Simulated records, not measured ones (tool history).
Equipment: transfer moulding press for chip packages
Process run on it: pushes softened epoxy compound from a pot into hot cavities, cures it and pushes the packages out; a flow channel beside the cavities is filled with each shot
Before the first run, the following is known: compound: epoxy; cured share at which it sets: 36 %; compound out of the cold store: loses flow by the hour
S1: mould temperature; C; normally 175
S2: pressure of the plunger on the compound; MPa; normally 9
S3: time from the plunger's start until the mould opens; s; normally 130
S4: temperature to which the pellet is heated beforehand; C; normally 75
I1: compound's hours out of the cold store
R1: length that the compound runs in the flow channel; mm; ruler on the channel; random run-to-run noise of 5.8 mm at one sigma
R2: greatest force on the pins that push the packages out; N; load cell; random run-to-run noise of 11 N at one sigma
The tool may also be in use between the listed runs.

run    hour   S1    S2   S3  S4    I1   R1    R2
  1       0  175     9  130  75  10.2  837   570
       76.5  -- cavities cleaned with cleaning compound and waxed
  2    94.3  175     9  130  75  21.1  782   555
        133  -- plunger's sealing rings changed
  3   171.6  179     9  130  75   8.4  843   727
      180.2  -- cavities cleaned with cleaning compound and waxed
  4     238  175     9  130  75  15.6  830   754
        285  -- cavities cleaned with cleaning compound and waxed
  5   317.8  175     9  130  75  31.3  781   613
      369.7  -- mould's thermocouples calibrated
  6   374.7  175  8.75  130  75  21.5  809   814
      392.8  -- cavities cleaned with cleaning compound and waxed
  7   456.9  175   7.3  130  75  36.2  693   756
      496.4  -- cavities cleaned with cleaning compound and waxed
  8   512.7  175   7.3  130  75  34.8  683   576
  9   580.4  175   7.3  130  75  24.3  724   812
      597.8  -- cavities cleaned with cleaning compound and waxed
 10   651.5  175  9.97  130  75  40.3  776   705
      697.9  -- cavities cleaned with cleaning compound and waxed
 11   740.9  175  9.97  130  75  14.1  858   689
      803.5  -- cavities cleaned with cleaning compound and waxed
 12   816.5  175     9  130  75    26  772   562
 13     872  175     9  130  75  23.1  784   787
      903.8  -- cavities cleaned with cleaning compound and waxed
      915.6  -- plunger's sealing rings changed
 14   975.9  175  8.37  130  82    47  709   729
     1008.2  -- cavities cleaned with cleaning compound and waxed
 15    1047  173  7.42  160  76  27.6  729   586
     1109.6  -- cavities cleaned with cleaning compound and waxed
 16    1132  175  9.25  119  75  42.6  763   648
 17    1197  168  6.94  133  72  21.9  735  1210
     1212.3  -- cavities cleaned with cleaning compound and waxed
 18  1244.6  168  7.76  133  72  47.4  698   855
     1315.2  -- cavities cleaned with cleaning compound and waxed
 19  1341.4  168  7.76  133  72  23.9  765   882
     1414.6  -- cavities cleaned with cleaning compound and waxed
 20  1438.8  175  9.35  130  76  38.9  750   581
     1519.2  -- cavities cleaned with cleaning compound and waxed
 21    1522  175  9.35  130  76  29.2  784   486
 22    1589  175  9.35  130  76  43.1  739   716
     1618.6  -- cavities cleaned with cleaning compound and waxed
 23  1632.7  175     9  152  68  25.6  783   478
     1687.2  -- plunger's sealing rings changed
 24  1700.5  175     9  130  80  27.9  795   758
     1723.5  -- cavities cleaned with cleaning compound and waxed
 25  1782.5  175     9  130  69  31.2  778   674
     1823.2  -- cavities cleaned with cleaning compound and waxed
 26  1851.4  169  7.49  154  75  21.7  763   628

Here are 5 independent what-if runs from the current tool condition. What would each one return?
     1927.3  -- cavities cleaned with cleaning compound and waxed
  A  1945.6  169   7.49  146  78  35.4   ?   ?
     1927.3  -- cavities cleaned with cleaning compound and waxed
  B  1945.6  175   7.58  166  68  26.5   ?   ?
     1927.3  -- cavities cleaned with cleaning compound and waxed
  C  1945.6  183      9  130  75  30.8   ?   ?
     1927.3  -- cavities cleaned with cleaning compound and waxed
  D  1945.6  183   7.49  154  79   9.8   ?   ?
     1927.3  -- cavities cleaned with cleaning compound and waxed
  E  1945.6  180  10.98  130  72   8.1   ?   ?

run   R1   R2
  A  718  648
  B  737  479
  C  759  495
  D  754  483
  E  923  500
Stripped of hidden state, with their random variation kept, the same runs would have yielded:
run   R1   R2
  A  735  558
  B  754  391
  C  776  402
  D  771  390
  E  945  412
